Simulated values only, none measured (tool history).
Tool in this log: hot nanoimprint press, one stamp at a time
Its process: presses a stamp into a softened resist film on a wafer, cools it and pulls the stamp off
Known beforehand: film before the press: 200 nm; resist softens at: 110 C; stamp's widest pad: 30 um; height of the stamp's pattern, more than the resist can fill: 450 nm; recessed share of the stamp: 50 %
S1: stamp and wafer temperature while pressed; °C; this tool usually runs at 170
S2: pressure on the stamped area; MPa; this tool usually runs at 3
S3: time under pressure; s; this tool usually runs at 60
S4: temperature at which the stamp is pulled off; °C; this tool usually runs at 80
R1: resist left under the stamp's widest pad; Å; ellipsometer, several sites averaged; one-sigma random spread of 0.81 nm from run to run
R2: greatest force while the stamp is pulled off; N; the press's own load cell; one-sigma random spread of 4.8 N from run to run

run 1 day=0 | S1=170 S2=3 S3=60 S4=80 | R1=1074 R2=292
run 2 day=1.529 | S1=170 S2=3 S3=60 S4=80 | R1=1088 R2=295
run 3 day=2.929 | S1=170 S2=3 S3=60 S4=80 | R1=1075 R2=306
run 4 day=4.071 | S1=170 S2=3 S3=60 S4=80 | R1=1100 R2=320
run 5 day=4.988 | S1=163 S2=3 S3=60 S4=80 | R1=1358 R2=322
-- day=6.767 stamp cleaned and given a new release coat
run 6 day=6.862 | S1=163 S2=3 S3=60 S4=80 | R1=1354 R2=241
run 7 day=8.512 | S1=170 S2=3 S3=59 S4=80 | R1=1082 R2=243
run 8 day=10.071 | S1=170 S2=2.87 S3=60 S4=80 | R1=1096 R2=266
run 9 day=11.675 | S1=170 S2=2.87 S3=60 S4=80 | R1=1118 R2=269
run 10 day=12.983 | S1=170 S2=3 S3=60 S4=80 | R1=1106 R2=270
run 11 day=13.921 | S1=170 S2=3 S3=84 S4=80 | R1=982 R2=273
run 12 day=14.958 | S1=170 S2=3 S3=84 S4=80 | R1=971 R2=294
run 13 day=16.088 | S1=180 S2=3.49 S3=84 S4=87 | R1=656 R2=259
run 14 day=16.892 | S1=180 S2=2.25 S3=84 S4=87 | R1=791 R2=267
run 15 day=18.608 | S1=170 S2=2.04 S3=111 S4=75 | R1=1049 R2=359
run 16 day=19.571 | S1=170 S2=2.04 S3=111 S4=75 | R1=1037 R2=366
run 17 day=20.958 | S1=170 S2=4.05 S3=44 S4=80 | R1=1119 R2=339
-- day=21.817 stamp cleaned and given a new release coat
run 18 day=22.771 | S1=170 S2=3 S3=115 S4=87 | R1=887 R2=219
run 19 day=23.529 | S1=170 S2=2.26 S3=60 S4=80 | R1=1233 R2=251
run 20 day=24.658 | S1=170 S2=2.26 S3=60 S4=80 | R1=1222 R2=255
-- day=26.017 press's hydraulic seals changed and the load cell set to zero
run 21 day=26.017 | S1=170 S2=2.26 S3=60 S4=80 | R1=1238 R2=267
run 22 day=27.404 | S1=170 S2=2.26 S3=60 S4=80 | R1=1241 R2=279
run 23 day=28.654 | S1=170 S2=2.24 S3=35 S4=80 | R1=1452 R2=290

Below are 3 alternative next runs, each starting from the tool's condition after run 23. Predict each:
-- day=29.6 plate thermocouple calibrated
run A day=30.171 | S1=170 S2=3.11 S3=94 S4=71 | R1=? R2=?
-- day=29.6 plate thermocouple calibrated
run B day=30.171 | S1=170 S2=2.24 S3=68 S4=80 | R1=? R2=?
-- day=29.6 plate thermocouple calibrated
run C day=30.171 | S1=170 S2=3 S3=60 S4=76 | R1=? R2=?

run=A R1=866 R2=335
run=B R1=1115 R2=288
run=C R1=1030 R2=305
What these runs would have given with no unlogged condition in the tool:
run=A R1=871 R2=277
run=B R1=1120 R2=239
run=C R1=1035 R2=252
